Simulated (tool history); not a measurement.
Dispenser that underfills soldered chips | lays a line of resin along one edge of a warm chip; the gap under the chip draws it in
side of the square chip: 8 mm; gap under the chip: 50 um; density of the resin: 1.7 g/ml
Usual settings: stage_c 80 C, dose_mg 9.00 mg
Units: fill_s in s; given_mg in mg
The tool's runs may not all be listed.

run,hour,stage_c,dose_mg,fill_s,given_mg
1,0.0,80,9.00,121.8,8.91
2,3.5,80,9.00,140.1,9.00
3,8.2,80,9.00,161.9,8.81
# hour 9.8: new syringe of resin
4,12.9,80,11.67,109.5,11.51
5,18.3,80,11.67,131.5,11.43
6,24.5,80,11.67,161.5,11.44
# hour 26.0: new syringe of resin
7,30.4,80,11.67,115.8,11.38
8,36.5,80,9.00,143.2,8.69
9,40.3,80,9.00,161.6,8.79
# hour 42.0: new syringe of resin
10,47.8,80,9.00,124.1,8.70
11,51.2,80,9.00,135.2,8.71
12,54.3,90,9.00,99.8,8.67
# hour 57.9: new syringe of resin
13,57.9,90,9.00,67.0,8.61
14,62.6,90,9.00,78.1,8.63
15,66.1,90,9.00,87.9,8.71
16,69.9,90,9.00,97.8,8.61
# hour 74.0: new syringe of resin
17,76.6,80,9.00,110.6,8.60
18,83.0,80,10.45,134.6,9.90
19,87.4,80,10.45,155.5,9.94
# hour 90.1: new syringe of resin
20,94.9,91,10.16,74.0,9.67
21,100.4,68,10.64,237.4,10.09
# hour 104.4: dispensing valve cleaned and set on the balance
22,104.4,72,9.52,219.4,9.53
# hour 107.2: new syringe of resin
23,110.0,70,9.37,173.7,9.30
24,115.3,69,9.00,217.8,8.96

Run 25 comes next. What will it give?
25,118.5,82,9.69,?,?

Run 25 gave fill_s 132.6 s, given_mg 9.59 mg.
Without the tool's hidden state the same run would have given fill_s 89.8 s, given_mg 9.64 mg.
